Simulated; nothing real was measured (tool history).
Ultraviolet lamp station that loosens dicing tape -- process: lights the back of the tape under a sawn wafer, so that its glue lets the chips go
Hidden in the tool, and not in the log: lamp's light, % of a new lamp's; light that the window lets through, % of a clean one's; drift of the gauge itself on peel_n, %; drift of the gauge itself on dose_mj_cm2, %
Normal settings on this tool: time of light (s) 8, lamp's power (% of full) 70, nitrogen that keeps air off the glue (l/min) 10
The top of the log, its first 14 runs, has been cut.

run   hour  time of light (s)  lamp's power (% of full)  nitrogen that keeps air off the glue (l/min)  hours of work of the lamp  hours of work since the window was cleaned  force that peels the tape off (N)  light that reached the tape (J/m2)
 15    125                  6                        70                                            10                        151                                         189                              1.743                                2060
 16  138.2                  6                        70                                            10                        157                                         195                              1.699                                2060
 17  147.6                  6                        70                                            10                        161                                         199                              1.749                                2050
 18  155.3                  6                        70                                            10                        165                                         203                              1.813                                2070
 19  167.8                 15                        70                                            10                        170                                         208                              0.256                                5080
 20  174.1                  8                        70                                             6                        173                                         211                              1.664                                2700
 21  185.4                  8                        70                                             6                        178                                         216                              1.671                                2690
 22  192.8                  8                        70                                             6                        181                                         219                              1.685                                2700
 23  199.6                  8                        70                                             6                        184                                         222                              1.691                                2720
 24  205.4                  8                        79                                             6                        187                                         225                               1.39                                3000
 25  217.9                  6                        75                                            10                        193                                         230                              1.651                                2130
 26  231.1                 10                        75                                             9                        198                                         236                              0.704                                3520
 27  239.9                 10                        75                                             9                        202                                         240                              0.703                                3560
 28  249.7                  6                        75                                             3                        207                                         244                              3.308                                2120
 29  258.6                  6                        75                                             3                        211                                         248                              3.171                                2070
 30  269.7                 11                        75                                             3                        216                                         253                              1.545                                3820
 31  280.6                  5                        89                                             6                        220                                         258                              2.371                                2070
 32  288.8                  7                        99                                            10                        224                                         262                              0.825                                3190
 33  298.6                  8                        87                                             9                        228                                         266                                0.9                                3160
 34  309.9                  8                        87                                             3                        233                                         271                              2.009                                3190
 35  321.2                  6                        70                                            10                        238                                         276                              1.964                                1890
 36  334.1                  6                        70                                            10                        244                                         282                              2.037                                1850

Predict each of these 5 candidate next runs independently; none follows another, all start after run 36:
  A  342.7                  9                        92                                            17                        248                                         286                                  ?                                   ?
  B  342.7                  8                        79                                            10                        248                                         286                                  ?                                   ?
  C  342.7                  6                        86                                            10                        248                                         286                                  ?                                   ?
  D  342.7                 12                        71                                            16                        248                                         286                                  ?                                   ?
  E  342.7                  8                        74                                            10                        248                                         286                                  ?                                   ?

run  force that peels the tape off (N)  light that reached the tape (J/m2)
  A                              0.347                                3680
  B                               1.04                                2850
  C                              1.483                                2310
  D                              0.335                                3800
  E                              1.194                                2670
With no hidden state in the tool, these same runs would have given:
run  force that peels the tape off (N)  light that reached the tape (J/m2)
  A                               0.16                                4960
  B                              0.537                                3830
  C                              0.851                                3120
  D                              0.151                                5120
  E                               0.64                                3590

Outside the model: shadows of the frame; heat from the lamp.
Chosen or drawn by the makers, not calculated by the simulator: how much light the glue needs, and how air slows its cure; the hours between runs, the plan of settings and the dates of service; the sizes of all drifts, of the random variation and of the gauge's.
